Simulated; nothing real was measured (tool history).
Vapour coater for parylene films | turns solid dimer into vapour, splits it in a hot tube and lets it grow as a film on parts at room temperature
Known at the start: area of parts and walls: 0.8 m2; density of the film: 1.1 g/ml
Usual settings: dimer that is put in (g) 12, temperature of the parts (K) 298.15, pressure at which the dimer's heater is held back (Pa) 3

run	hour	dimer that is put in (g)	temperature of the parts (K)	pressure at which the dimer's heater is held back (Pa)	thickness of the film (nm)
1	0	12	298.15	3	11340
2	18	12	298.15	3	11110
3	51.4	12	298.15	7.97	9130
4	76.9	12	298.15	7.97	9280
5	114.3	12	307.15	7.97	6200
6	132.2	12	307.15	7.97	6260
7	163.6	12	298.15	3	11390
8	192.7	12	298.15	3	11370
# hour 211.2: trap's valve overhauled
9	234.3	12	298.15	3	11350
10	271.6	12	298.15	3	11500
11	293.8	12	298.15	3	11430
12	333.7	12	298.15	3	11310
13	359.1	12	298.15	3	11450
14	386.5	12	298.15	3	11360
15	425.7	12	298.15	3	11500
16	459.5	10	298.15	3	9380
17	493.3	12	298.15	3	11330
18	520.2	9	298.15	3	8520
19	557.9	9	298.15	3	8580
20	592.7	9	298.15	3	8520
21	633.4	9	298.15	3	8560
22	653	9	298.15	3	8510
23	693.4	9	298.15	3	8540
24	728.7	12	306.15	3.3	7810
25	764.7	21	292.15	9.39	20660
26	784.3	7	298.15	9.41	5150
27	821.4	12	304.15	3	8700
28	858	14	294.15	3.58	15220
29	891	7	298.15	7.3	5530
30	913.2	7	298.15	7.3	5470
# hour 933.9: trap's valve overhauled
31	940	14	298.15	11.01	10010
32	958.2	7	298.15	11.01	5150
33	997	16	290.15	10.32	16560
# hour 1008.2: table's thermometer calibrated
34	1017.1	16	290.15	5.58	17700
35	1038.5	6	307.15	3	3830
36	1068.6	7	307.15	3	4550
37	1109.1	21	303.15	2.44	16390
38	1137.9	21	303.15	2.44	16700
39	1178.4	10	298.15	3	9550
40	1208.5	15	298.15	6.01	12600
41	1233.2	6	290.15	3	6660
42	1255.5	6	290.15	3	6620
43	1278.3	17	296.15	3	17760
44	1307	13	306.15	9.88	6740
45	1337.8	10	298.15	3.82	8960
46	1370.4	10	292.15	11.2	9490

Forecast each of these 4 alternatives for the next run:
A	1405.7	11	299.15	3	?
B	1405.7	6	292.15	9.07	?
C	1405.7	16	298.15	3.09	?
D	1405.7	5	300.15	8.63	?

run	thickness of the film (nm)
A	9990
B	5860
C	14980
D	3430
Without the tool's hidden state the same runs would have given:
run	thickness of the film (nm)
A	10020
B	5870
C	15020
D	3440
